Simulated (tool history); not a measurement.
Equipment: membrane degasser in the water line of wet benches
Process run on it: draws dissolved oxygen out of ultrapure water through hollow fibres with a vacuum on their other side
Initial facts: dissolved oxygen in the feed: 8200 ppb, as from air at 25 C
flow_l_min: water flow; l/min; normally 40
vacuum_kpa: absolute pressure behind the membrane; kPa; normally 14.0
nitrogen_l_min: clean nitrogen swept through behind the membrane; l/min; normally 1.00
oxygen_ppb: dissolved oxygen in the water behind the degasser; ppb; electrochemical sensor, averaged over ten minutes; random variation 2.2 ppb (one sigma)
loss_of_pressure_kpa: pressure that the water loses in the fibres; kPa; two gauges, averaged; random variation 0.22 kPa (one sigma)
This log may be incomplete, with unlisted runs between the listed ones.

run     day  flow_l_min  vacuum_kpa  nitrogen_l_min  oxygen_ppb  loss_of_pressure_kpa
  1   0.000          40        14.0            1.00       819.2                 54.99
  2   1.188          40        14.0            1.00       816.7                 55.94
  3   3.038          40        14.0            1.00       816.3                 55.81
  4   4.600          40        14.0            0.82       943.0                 55.64
  5   6.562          40        14.0            0.82       941.0                 55.62
  6   8.154          40        23.6            1.00      1423.1                 55.33
  7   9.521          40        23.6            1.00      1421.2                 55.67
  8  11.546          36        14.0            1.00       755.4                 50.04
  9  13.454          36        14.0            1.00       752.0                 49.95
 10  15.808          40        12.4            1.00       703.8                 56.31
 11  17.633          40        12.4            1.00       708.0                 55.76
 12  18.708          40        12.4            1.00       706.5                 55.92
 13  20.762          40        14.0            1.00       817.3                 55.91
 14  22.654          40        14.0            1.00       816.7                 56.06
 15  24.562          40        14.0            1.00       817.1                 56.24
 16  26.692          40        14.0            1.48       606.7                 55.85
 17  27.667          29        14.0            1.48       466.7                 40.94
 18  29.021          29        14.0            1.48       465.7                 40.91
 19  30.979          29        14.0            1.48       466.8                 40.69

The next listed run, before its measurement:
     31.200  -- vacuum gauge calibrated
 20  33.171          29        14.0            0.66           ?                     ?

{"run 20": {"oxygen_ppb": 878.3, "loss_of_pressure_kpa": 40.95}}
Minus the tool's unlogged condition, the same run would have read oxygen_ppb 852.5 ppb, loss_of_pressure_kpa 39.99 kPa.

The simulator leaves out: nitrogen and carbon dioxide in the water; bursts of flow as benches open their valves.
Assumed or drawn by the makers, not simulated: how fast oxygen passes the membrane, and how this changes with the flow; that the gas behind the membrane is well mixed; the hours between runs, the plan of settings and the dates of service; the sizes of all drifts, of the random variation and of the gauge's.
